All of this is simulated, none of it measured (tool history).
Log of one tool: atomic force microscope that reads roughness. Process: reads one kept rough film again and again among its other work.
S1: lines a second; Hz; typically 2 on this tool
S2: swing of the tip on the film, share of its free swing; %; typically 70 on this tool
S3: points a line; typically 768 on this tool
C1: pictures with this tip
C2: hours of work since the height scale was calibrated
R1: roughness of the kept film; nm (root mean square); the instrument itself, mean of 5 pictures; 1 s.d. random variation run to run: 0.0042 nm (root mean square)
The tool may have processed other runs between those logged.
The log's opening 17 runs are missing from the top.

run 18 hour=133.9 | S1=2 S2=70 S3=691 | C1=26 C2=163 | R1=0.848
run 19 hour=143.7 | S1=2 S2=85 S3=691 | C1=37 C2=168 | R1=0.8
run 20 hour=148.6 | S1=2 S2=70 S3=768 | C1=43 C2=171 | R1=0.837
run 21 hour=158.3 | S1=0.65 S2=70 S3=407 | C1=54 C2=175 | R1=0.864
run 22 hour=168.4 | S1=0.65 S2=70 S3=407 | C1=66 C2=180 | R1=0.853
run 23 hour=179.3 | S1=0.85 S2=84 S3=743 | C1=78 C2=185 | R1=0.83
run 24 hour=191.3 | S1=0.85 S2=84 S3=743 | C1=92 C2=191 | R1=0.822
run 25 hour=198.2 | S1=0.85 S2=83 S3=404 | C1=100 C2=195 | R1=0.813
run 26 hour=205.4 | S1=3.71 S2=83 S3=351 | C1=109 C2=198 | R1=0.712
-- hour=207 new tip fitted
run 27 hour=216.8 | S1=3.71 S2=83 S3=351 | C1=11 C2=203 | R1=0.75
run 28 hour=223.3 | S1=2.79 S2=70 S3=468 | C1=19 C2=206 | R1=0.831
run 29 hour=228.6 | S1=1.98 S2=70 S3=652 | C1=25 C2=209 | R1=0.845
run 30 hour=235.9 | S1=2.89 S2=64 S3=652 | C1=34 C2=212 | R1=0.838
run 31 hour=241.6 | S1=1.37 S2=70 S3=768 | C1=40 C2=215 | R1=0.854
run 32 hour=252 | S1=1.37 S2=70 S3=768 | C1=52 C2=220 | R1=0.837
run 33 hour=260.4 | S1=1.37 S2=70 S3=768 | C1=62 C2=224 | R1=0.838
run 34 hour=272.4 | S1=2 S2=55 S3=885 | C1=76 C2=230 | R1=0.844
run 35 hour=283.9 | S1=1.84 S2=55 S3=745 | C1=89 C2=236 | R1=0.843
run 36 hour=295.7 | S1=1.84 S2=60 S3=745 | C1=103 C2=241 | R1=0.834
-- hour=301.9 new tip fitted
run 37 hour=305.2 | S1=2 S2=70 S3=283 | C1=4 C2=246 | R1=0.843
run 38 hour=314.6 | S1=2 S2=80 S3=768 | C1=14 C2=250 | R1=0.824
run 39 hour=326.8 | S1=1.91 S2=70 S3=768 | C1=29 C2=256 | R1=0.851

Alternative continuations, all from the tool just after run 39; predict every row:
run A hour=333.3 | S1=3.56 S2=67 S3=360 | C1=36 C2=259 | R1=?
run B hour=333.3 | S1=2 S2=83 S3=768 | C1=36 C2=259 | R1=?
run C hour=333.3 | S1=1.91 S2=70 S3=310 | C1=36 C2=259 | R1=?
run D hour=333.3 | S1=1.6 S2=61 S3=861 | C1=36 C2=259 | R1=?

run=A R1=0.824
run=B R1=0.801
run=C R1=0.833
run=D R1=0.867
Had the tool no hidden state, the same runs would have come out as:
run=A R1=0.843
run=B R1=0.82
run=C R1=0.853
run=D R1=0.887

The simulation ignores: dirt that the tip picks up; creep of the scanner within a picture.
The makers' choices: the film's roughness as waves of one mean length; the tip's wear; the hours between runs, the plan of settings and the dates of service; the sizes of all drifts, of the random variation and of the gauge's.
